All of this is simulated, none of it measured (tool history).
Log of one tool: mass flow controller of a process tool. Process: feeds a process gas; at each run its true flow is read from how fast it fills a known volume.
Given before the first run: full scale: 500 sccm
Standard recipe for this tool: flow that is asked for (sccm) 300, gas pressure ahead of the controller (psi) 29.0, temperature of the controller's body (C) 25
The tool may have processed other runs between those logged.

run     hour  flow that is asked for (sccm)  gas pressure ahead of the controller (psi)  temperature of the controller's body (C)  true flow (%)
  1      0.0                            300                                        29.0                                        25          98.14
  2    361.1                            300                                        29.0                                        25          98.20
  3    767.2                            300                                        29.0                                        25          98.13
  4   1008.2                            300                                        29.0                                        25          97.85
  5   1282.6                            300                                        29.0                                        25          97.80
  6   1497.0                            300                                        29.0                                        25          97.85
  7   1742.6                             86                                        29.0                                        25          98.19
  8   2148.5                             86                                        29.0                                        25          98.29
  9   2569.8                             57                                        29.0                                        25          98.90
 10   2927.8                             95                                        29.0                                        25          98.02
 11   3301.5                            300                                        27.1                                        25          97.22
 12   3479.6                            300                                        27.1                                        25          97.19
 13   3773.6                            300                                        29.0                                        30          96.51
 14   4123.8                            300                                        29.0                                        30          96.54
 15   4460.7                            300                                        29.0                                        30          96.27
 16   4839.1                            300                                        29.0                                        31          96.11
 17   5274.2                            300                                        29.0                                        31          96.15
 18   5613.9                            300                                        29.0                                        25          96.66
 19   5871.9                            300                                        29.0                                        25          96.61
 20   6098.7                            113                                        29.0                                        25          97.23
 21   6517.4                            113                                        29.0                                        25          99.44
 22   6900.1                            300                                        29.0                                        25          99.55
 23   7181.1                            300                                        39.9                                        25          99.97
 24   7533.2                            300                                        39.9                                        25          99.96
 25   7960.6                            242                                        36.8                                        24          99.61
 26   8386.2                            242                                        36.8                                        24          99.39
 27   8731.4                            242                                        36.8                                        24          99.44
 28   9173.2                            300                                        24.1                                        21          99.13
 29   9511.0                            300                                        26.3                                        25          98.82
 30   9875.5                            300                                        26.3                                        25          98.61
 31  10152.1                             90                                        26.3                                        38          97.24
 32  10484.2                             89                                        26.3                                        38          97.20
 33  10860.1                             89                                        26.3                                        21          99.11
 34  11211.4                            158                                        25.4                                        21          98.69
 35  11583.7                            299                                        21.2                                        29          97.40
 36  11911.0                            300                                        29.0                                        23          98.48
 37  12186.0                            300                                        29.0                                        23          98.33
 38  12532.6                             67                                        21.0                                        27          98.17
 39  12913.1                            300                                        23.5                                        27          97.32
 40  13115.7                            431                                        29.0                                        26          97.90
 41  13347.8                             51                                        29.0                                        26          99.23
 42  13675.8                             60                                        23.8                                        26          98.54
 43  14069.3                             60                                        23.8                                        26          98.47
 44  14480.7                            300                                        23.9                                        25          97.11
 45  14773.8                            286                                        23.4                                        25          97.13
 46  15210.0                            300                                        29.0                                        32          96.29
 47  15423.2                            300                                        29.0                                        32          96.31
 48  15685.8                            300                                        29.0                                        32          96.26

Put back what was entered between runs (1 entry, withheld): which listed runs does each sit between, and how does the hidden state differ from the listed run before to the listed run after?
In the gap between runs 20 and 21: controller exchanged for a calibrated one (hour 6247.7)
  flow at rest that the sensor doesn't see, % of full scale: 0.35 -> 0.059; true flow over the shown one, %: -3.64 -> 0
  difference, measured minus the result without the unlogged condition, true flow (%): -2.09 -> +0.26
